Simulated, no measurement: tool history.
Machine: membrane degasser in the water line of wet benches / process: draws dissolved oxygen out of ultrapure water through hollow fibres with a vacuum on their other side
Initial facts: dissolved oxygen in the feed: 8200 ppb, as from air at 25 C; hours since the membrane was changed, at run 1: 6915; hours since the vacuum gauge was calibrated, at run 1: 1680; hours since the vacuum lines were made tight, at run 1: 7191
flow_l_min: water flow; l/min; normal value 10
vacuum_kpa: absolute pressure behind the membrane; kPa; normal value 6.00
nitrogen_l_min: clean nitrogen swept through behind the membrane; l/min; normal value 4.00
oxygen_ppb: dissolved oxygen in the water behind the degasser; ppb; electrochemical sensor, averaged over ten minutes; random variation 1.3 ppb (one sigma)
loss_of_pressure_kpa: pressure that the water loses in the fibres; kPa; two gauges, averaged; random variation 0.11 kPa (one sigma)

run,day,flow_l_min,vacuum_kpa,nitrogen_l_min,hours since the membrane was changed,hours since the vacuum gauge was calibrated,hours since the vacuum lines were made tight,oxygen_ppb,loss_of_pressure_kpa
1,0.000,10,6.00,4.00,6915,1680,7191,134.1,32.37
2,9.167,10,6.00,4.00,7135,1900,7411,135.6,32.56
3,15.175,10,8.06,4.00,7279,2044,7555,148.9,32.61
4,24.329,10,6.00,7.49,7499,2264,7775,126.5,32.30
5,33.971,10,6.00,7.49,7730,2495,8006,126.7,32.45
6,45.104,10,6.00,7.49,7997,2762,8274,127.1,32.42
7,51.750,10,7.67,7.49,8157,2922,8433,132.6,32.41
8,58.862,10,7.67,7.49,8328,3093,8604,135.1,32.48
9,66.475,10,6.00,4.19,8510,3275,8786,134.9,32.62
10,75.950,10,6.00,4.19,8738,3503,9014,136.7,32.66
11,83.392,10,6.00,2.74,8916,3681,9192,146.9,32.45
# day 89.596: seals of the vacuum lines changed
12,89.888,10,6.00,3.07,9070,3835,7,141.2,32.46
13,96.538,10,8.97,3.07,9230,3995,167,164.9,32.60
14,102.571,10,8.97,3.07,9375,4139,311,166.3,32.51
15,110.654,10,3.63,4.00,9569,4334,505,122.3,32.80
16,118.242,10,3.63,4.00,9751,4516,687,121.5,32.55
17,124.746,10,5.31,4.00,9907,4672,844,135.1,32.57
18,131.325,8,6.00,8.81,10065,4830,1001,76.4,26.21
19,141.033,8,6.00,8.81,10298,5063,1234,77.6,26.08
20,147.054,8,7.07,4.11,10442,5207,1379,91.0,26.07
21,156.979,6,14.50,8.47,10680,5445,1617,54.0,19.62
22,165.608,7,5.23,1.64,10888,5652,1824,74.7,22.92
23,172.112,8,4.19,4.00,11044,5809,1980,76.4,26.21
24,181.083,8,4.19,4.00,11259,6024,2196,78.3,26.32
25,187.846,12,3.79,3.44,11421,6186,2358,186.8,39.41
26,196.642,9,10.57,4.89,11632,6397,2569,129.7,29.62
27,201.875,9,10.57,4.89,11758,6523,2695,131.7,29.62
28,209.125,7,10.57,5.83,11932,6697,2869,74.5,22.89
29,217.679,10,6.00,8.74,12137,6902,3074,133.7,32.95
30,227.808,10,6.00,8.74,12380,7145,3317,132.2,33.06
31,234.362,10,6.00,8.74,12538,7303,3474,131.7,32.80
32,239.492,8,7.35,6.99,12661,7426,3598,84.9,26.31
33,246.933,8,7.35,6.99,12839,7604,3776,87.7,26.10

3 options for the next run, each taken on its own from the tool as it stands now. Forecast them:
A,253.792,10,7.18,4.00,13004,7769,3941,?,?
B,253.792,10,4.12,4.00,13004,7769,3941,?,?
C,253.792,8,7.35,6.99,13004,7769,3941,?,?

run,oxygen_ppb,loss_of_pressure_kpa
A,153.7,32.99
B,131.8,33.10
C,87.0,26.31
The same runs, with their run-to-run variation unchanged, on a tool lacking any hidden condition would have given:
run,oxygen_ppb,loss_of_pressure_kpa
A,131.3,31.76
B,110.4,31.87
C,72.9,25.32
